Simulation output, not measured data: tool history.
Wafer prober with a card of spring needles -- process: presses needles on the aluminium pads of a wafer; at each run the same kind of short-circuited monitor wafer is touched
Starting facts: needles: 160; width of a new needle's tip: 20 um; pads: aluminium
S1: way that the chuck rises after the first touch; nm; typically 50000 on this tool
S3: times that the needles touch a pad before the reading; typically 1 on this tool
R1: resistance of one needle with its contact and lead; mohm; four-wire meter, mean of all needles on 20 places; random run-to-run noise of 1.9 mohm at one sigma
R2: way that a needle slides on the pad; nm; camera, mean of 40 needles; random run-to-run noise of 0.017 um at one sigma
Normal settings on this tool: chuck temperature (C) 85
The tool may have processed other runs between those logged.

{"run": 1, "day": 0.0, "S1": 50000, "chuck temperature (C)": 85, "S3": 1, "R1": 252, "R2": 6000}
{"day": 0.138, "done": "tips cleaned on abrasive film"}
{"day": 0.679, "done": "tips cleaned on abrasive film"}
{"day": 1.354, "done": "tips cleaned on abrasive film"}
{"run": 2, "day": 1.767, "S1": 50000, "chuck temperature (C)": 85, "S3": 1, "R1": 252, "R2": 5960}
{"day": 1.904, "done": "tips cleaned on abrasive film"}
{"day": 2.579, "done": "tips cleaned on abrasive film"}
{"day": 3.254, "done": "tips cleaned on abrasive film"}
{"day": 3.929, "done": "tips cleaned on abrasive film"}
{"day": 4.212, "done": "height of the first contact set anew"}
{"day": 4.617, "done": "tips cleaned on abrasive film"}
{"run": 3, "day": 5.079, "S1": 50000, "chuck temperature (C)": 85, "S3": 1, "R1": 256, "R2": 6120}
{"day": 5.217, "done": "tips cleaned on abrasive film"}
{"day": 5.896, "done": "tips cleaned on abrasive film"}
{"day": 6.571, "done": "tips cleaned on abrasive film"}
{"run": 4, "day": 7.05, "S1": 50000, "chuck temperature (C)": 85, "S3": 1, "R1": 251, "R2": 6120}
{"day": 7.188, "done": "tips cleaned on abrasive film"}
{"day": 7.862, "done": "tips cleaned on abrasive film"}
{"day": 8.538, "done": "tips cleaned on abrasive film"}
{"day": 9.217, "done": "tips cleaned on abrasive film"}
{"run": 5, "day": 9.625, "S1": 50000, "chuck temperature (C)": 85, "S3": 1, "R1": 246, "R2": 6090}
{"day": 9.762, "done": "tips cleaned on abrasive film"}
{"day": 10.438, "done": "tips cleaned on abrasive film"}
{"day": 11.112, "done": "tips cleaned on abrasive film"}
{"day": 11.788, "done": "tips cleaned on abrasive film"}
{"run": 6, "day": 11.904, "S1": 50000, "chuck temperature (C)": 85, "S3": 1, "R1": 221, "R2": 6090}
{"day": 12.446, "done": "tips cleaned on abrasive film"}
{"day": 12.988, "done": "tips cleaned on abrasive film"}
{"day": 13.662, "done": "tips cleaned on abrasive film"}
{"day": 14.338, "done": "tips cleaned on abrasive film"}
{"day": 14.879, "done": "tips cleaned on abrasive film"}
{"run": 7, "day": 14.883, "S1": 50000, "chuck temperature (C)": 85, "S3": 1, "R1": 201, "R2": 6040}
{"day": 15.425, "done": "tips cleaned on abrasive film"}
{"day": 16.1, "done": "tips cleaned on abrasive film"}
{"day": 16.775, "done": "tips cleaned on abrasive film"}
{"day": 17.45, "done": "tips cleaned on abrasive film"}
{"run": 8, "day": 17.958, "S1": 50000, "chuck temperature (C)": 85, "S3": 1, "R1": 257, "R2": 6020}
{"day": 18.096, "done": "tips cleaned on abrasive film"}
{"day": 18.638, "done": "tips cleaned on abrasive film"}
{"day": 19.312, "done": "tips cleaned on abrasive film"}
{"day": 19.988, "done": "tips cleaned on abrasive film"}
{"day": 20.662, "done": "tips cleaned on abrasive film"}
{"day": 21.204, "done": "tips cleaned on abrasive film"}
{"run": 9, "day": 21.283, "S1": 50000, "chuck temperature (C)": 85, "S3": 1, "R1": 214, "R2": 5980}
{"day": 21.825, "done": "tips cleaned on abrasive film"}
{"day": 22.5, "done": "tips cleaned on abrasive film"}
{"day": 23.175, "done": "tips cleaned on abrasive film"}
{"day": 23.717, "done": "tips cleaned on abrasive film"}
{"run": 10, "day": 23.85, "S1": 50000, "chuck temperature (C)": 85, "S3": 1, "R1": 220, "R2": 5950}
{"day": 24.388, "done": "tips cleaned on abrasive film"}
{"day": 25.062, "done": "tips cleaned on abrasive film"}
{"day": 25.742, "done": "tips cleaned on abrasive film"}
{"day": 26.417, "done": "tips cleaned on abrasive film"}
{"day": 26.829, "done": "height of the first contact set anew"}
{"run": 11, "day": 26.938, "S1": 50000, "chuck temperature (C)": 85, "S3": 1, "R1": 262, "R2": 6120}
{"day": 27.075, "done": "tips cleaned on abrasive film"}
{"day": 27.75, "done": "tips cleaned on abrasive film"}
{"day": 28.425, "done": "tips cleaned on abrasive film"}
{"day": 29.1, "done": "tips cleaned on abrasive film"}
{"day": 29.642, "done": "tips cleaned on abrasive film"}
{"run": 12, "day": 29.946, "S1": 50000, "chuck temperature (C)": 85, "S3": 1, "R1": 241, "R2": 6080}
{"day": 30.221, "done": "tips cleaned on abrasive film"}
{"day": 30.896, "done": "tips cleaned on abrasive film"}
{"day": 31.571, "done": "tips cleaned on abrasive film"}
{"day": 32.112, "done": "tips cleaned on abrasive film"}
{"day": 32.788, "done": "tips cleaned on abrasive film"}
{"run": 13, "day": 33.188, "S1": 50000, "chuck temperature (C)": 79, "S3": 1, "R1": 258, "R2": 6070}
{"day": 33.458, "done": "tips cleaned on abrasive film"}
{"day": 34.138, "done": "tips cleaned on abrasive film"}
{"day": 34.812, "done": "tips cleaned on abrasive film"}
{"day": 35.35, "done": "tips cleaned on abrasive film"}
{"day": 35.85, "done": "card fitted with new needles"}
{"run": 14, "day": 35.933, "S1": 50000, "chuck temperature (C)": 79, "S3": 1, "R1": 206, "R2": 6150}
{"day": 36.475, "done": "tips cleaned on abrasive film"}
{"day": 37.017, "done": "tips cleaned on abrasive film"}
{"day": 37.617, "done": "tips cleaned on abrasive film"}
{"run": 15, "day": 37.617, "S1": 33000, "chuck temperature (C)": 85, "S3": 1, "R1": 212, "R2": 4040}
{"day": 38.292, "done": "tips cleaned on abrasive film"}
{"day": 38.967, "done": "tips cleaned on abrasive film"}
{"day": 39.508, "done": "tips cleaned on abrasive film"}
{"day": 40.183, "done": "tips cleaned on abrasive film"}
{"run": 16, "day": 40.196, "S1": 58000, "chuck temperature (C)": 37, "S3": 3, "R1": 189, "R2": 7100}
{"day": 40.738, "done": "tips cleaned on abrasive film"}
{"day": 41.279, "done": "tips cleaned on abrasive film"}
{"day": 41.954, "done": "tips cleaned on abrasive film"}
{"day": 42.496, "done": "tips cleaned on abrasive film"}
{"run": 17, "day": 42.788, "S1": 58000, "chuck temperature (C)": 37, "S3": 3, "R1": 197, "R2": 7070}
{"day": 43.058, "done": "tips cleaned on abrasive film"}
{"day": 43.733, "done": "tips cleaned on abrasive film"}
{"day": 44.408, "done": "tips cleaned on abrasive film"}
{"day": 45.088, "done": "tips cleaned on abrasive film"}
{"run": 18, "day": 45.112, "S1": 57000, "chuck temperature (C)": 37, "S3": 2, "R1": 190, "R2": 6910}
{"day": 45.654, "done": "tips cleaned on abrasive film"}
{"day": 46.329, "done": "tips cleaned on abrasive film"}
{"day": 47.004, "done": "tips cleaned on abrasive film"}
{"day": 47.65, "done": "tips cleaned on abrasive film"}
{"run": 19, "day": 47.65, "S1": 33000, "chuck temperature (C)": 42, "S3": 2, "R1": 204, "R2": 3900}
{"day": 48.325, "done": "tips cleaned on abrasive film"}
{"day": 49.0, "done": "tips cleaned on abrasive film"}
{"run": 20, "day": 49.154, "S1": 62000, "chuck temperature (C)": 74, "S3": 2, "R1": 204, "R2": 7500}
{"day": 49.558, "done": "tips cleaned on abrasive film"}
{"day": 50.1, "done": "tips cleaned on abrasive film"}
{"day": 50.775, "done": "tips cleaned on abrasive film"}
{"day": 51.379, "done": "tips cleaned on abrasive film"}
{"run": 21, "day": 51.379, "S1": 58000, "chuck temperature (C)": 88, "S3": 3, "R1": 196, "R2": 6980}
{"day": 52.054, "done": "tips cleaned on abrasive film"}
{"day": 52.729, "done": "tips cleaned on abrasive film"}
{"day": 53.404, "done": "tips cleaned on abrasive film"}
{"day": 54.079, "done": "tips cleaned on abrasive film"}
{"run": 22, "day": 54.35, "S1": 58000, "chuck temperature (C)": 88, "S3": 3, "R1": 209, "R2": 6960}
{"day": 54.708, "done": "tips cleaned on abrasive film"}
{"day": 55.388, "done": "tips cleaned on abrasive film"}
{"day": 56.062, "done": "tips cleaned on abrasive film"}
{"day": 56.6, "done": "tips cleaned on abrasive film"}
{"day": 57.275, "done": "tips cleaned on abrasive film"}
{"run": 23, "day": 57.683, "S1": 65000, "chuck temperature (C)": 103, "S3": 1, "R1": 224, "R2": 7780}
{"day": 57.821, "done": "tips cleaned on abrasive film"}
{"day": 58.371, "done": "height of the first contact set anew"}
{"day": 58.508, "done": "tips cleaned on abrasive film"}
{"day": 59.183, "done": "tips cleaned on abrasive film"}
{"day": 59.858, "done": "tips cleaned on abrasive film"}
{"day": 60.533, "done": "tips cleaned on abrasive film"}
{"run": 24, "day": 60.775, "S1": 50000, "chuck temperature (C)": 85, "S3": 2, "R1": 215, "R2": 6120}
{"day": 61.183, "done": "tips cleaned on abrasive film"}
{"day": 61.858, "done": "tips cleaned on abrasive film"}
{"day": 62.4, "done": "tips cleaned on abrasive film"}
{"day": 63.075, "done": "tips cleaned on abrasive film"}
{"day": 63.75, "done": "tips cleaned on abrasive film"}
{"run": 25, "day": 64.283, "S1": 54000, "chuck temperature (C)": 85, "S3": 2, "R1": 222, "R2": 6590}

Consider 5 possible next runs. They are alternatives, not a sequence: every one starts from the tool as it was left by run 25. What does each give?
{"day": 64.421, "done": "tips cleaned on abrasive film"}
{"day": 65.096, "done": "tips cleaned on abrasive film"}
{"day": 65.771, "done": "tips cleaned on abrasive film"}
{"run": "A", "day": 65.917, "S1": 54000, "chuck temperature (C)": 81, "S3": 3, "R1": "?", "R2": "?"}
{"day": 64.421, "done": "tips cleaned on abrasive film"}
{"day": 65.096, "done": "tips cleaned on abrasive film"}
{"day": 65.771, "done": "tips cleaned on abrasive film"}
{"run": "B", "day": 65.917, "S1": 42000, "chuck temperature (C)": 88, "S3": 2, "R1": "?", "R2": "?"}
{"day": 64.421, "done": "tips cleaned on abrasive film"}
{"day": 65.096, "done": "tips cleaned on abrasive film"}
{"day": 65.771, "done": "tips cleaned on abrasive film"}
{"run": "C", "day": 65.917, "S1": 38000, "chuck temperature (C)": 82, "S3": 2, "R1": "?", "R2": "?"}
{"day": 64.421, "done": "tips cleaned on abrasive film"}
{"day": 65.096, "done": "tips cleaned on abrasive film"}
{"day": 65.771, "done": "tips cleaned on abrasive film"}
{"run": "D", "day": 65.917, "S1": 50000, "chuck temperature (C)": 28, "S3": 1, "R1": "?", "R2": "?"}
{"day": 64.421, "done": "tips cleaned on abrasive film"}
{"day": 65.096, "done": "tips cleaned on abrasive film"}
{"day": 65.771, "done": "tips cleaned on abrasive film"}
{"run": "E", "day": 65.917, "S1": 54000, "chuck temperature (C)": 36, "S3": 2, "R1": "?", "R2": "?"}

run=A R1=204 R2=6530
run=B R1=223 R2=5080
run=C R1=227 R2=4600
run=D R1=214 R2=6090
run=E R1=202 R2=6550
Stripped of hidden state, with their random variation kept, the same runs would have yielded:
run=A R1=196 R2=6600
run=B R1=202 R2=5150
run=C R1=201 R2=4670
run=D R1=186 R2=6160
run=E R1=187 R2=6620
